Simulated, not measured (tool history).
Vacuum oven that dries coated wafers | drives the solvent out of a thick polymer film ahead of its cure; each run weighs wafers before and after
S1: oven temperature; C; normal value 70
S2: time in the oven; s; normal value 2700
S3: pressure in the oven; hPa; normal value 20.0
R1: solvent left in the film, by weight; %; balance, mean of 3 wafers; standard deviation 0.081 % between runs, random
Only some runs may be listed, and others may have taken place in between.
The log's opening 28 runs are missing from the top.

run 29 day=90.300 | S1=76 S2=2400 S3=12.5 | R1=4.28
run 30 day=94.408 | S1=61 S2=1740 S3=29.9 | R1=13.72
run 31 day=96.217 | S1=70 S2=3420 S3=20.0 | R1=5.86
run 32 day=100.121 | S1=70 S2=3180 S3=18.1 | R1=5.99
run 33 day=103.250 | S1=70 S2=3180 S3=18.1 | R1=6.03
run 34 day=106.404 | S1=70 S2=2700 S3=20.0 | R1=6.93
run 35 day=109.950 | S1=69 S2=2700 S3=40.6 | R1=9.98
run 36 day=112.446 | S1=64 S2=1800 S3=20.0 | R1=11.71
run 37 day=115.983 | S1=64 S2=1800 S3=34.5 | R1=12.78
run 38 day=117.967 | S1=62 S2=3000 S3=18.1 | R1=10.17
run 39 day=121.033 | S1=62 S2=3000 S3=18.1 | R1=10.22
run 40 day=124.883 | S1=70 S2=1620 S3=32.9 | R1=10.90
run 41 day=126.579 | S1=58 S2=2460 S3=67.2 | R1=19.31
run 42 day=128.492 | S1=58 S2=2460 S3=67.2 | R1=19.40
run 43 day=131.188 | S1=62 S2=2220 S3=26.3 | R1=12.57
run 44 day=133.950 | S1=70 S2=2700 S3=77.4 | R1=14.49
run 45 day=137.375 | S1=70 S2=1920 S3=28.3 | R1=9.95
run 46 day=139.583 | S1=62 S2=2340 S3=21.7 | R1=11.94
run 47 day=143.100 | S1=76 S2=3540 S3=79.9 | R1=11.27

Branching from run 47: 4 alternative next runs. What would each branch give?
run A day=144.938 | S1=83 S2=2340 S3=20.0 | R1=?
run B day=144.938 | S1=76 S2=1500 S3=79.9 | R1=?
run C day=144.938 | S1=55 S2=2160 S3=43.7 | R1=?
run D day=144.938 | S1=76 S2=1500 S3=79.9 | R1=?

run=A R1=3.48
run=B R1=13.06
run=C R1=17.36
run=D R1=13.22
Without the tool's unlogged condition, the same runs would have read:
run=A R1=2.64
run=B R1=11.71
run=C R1=16.16
run=D R1=11.85

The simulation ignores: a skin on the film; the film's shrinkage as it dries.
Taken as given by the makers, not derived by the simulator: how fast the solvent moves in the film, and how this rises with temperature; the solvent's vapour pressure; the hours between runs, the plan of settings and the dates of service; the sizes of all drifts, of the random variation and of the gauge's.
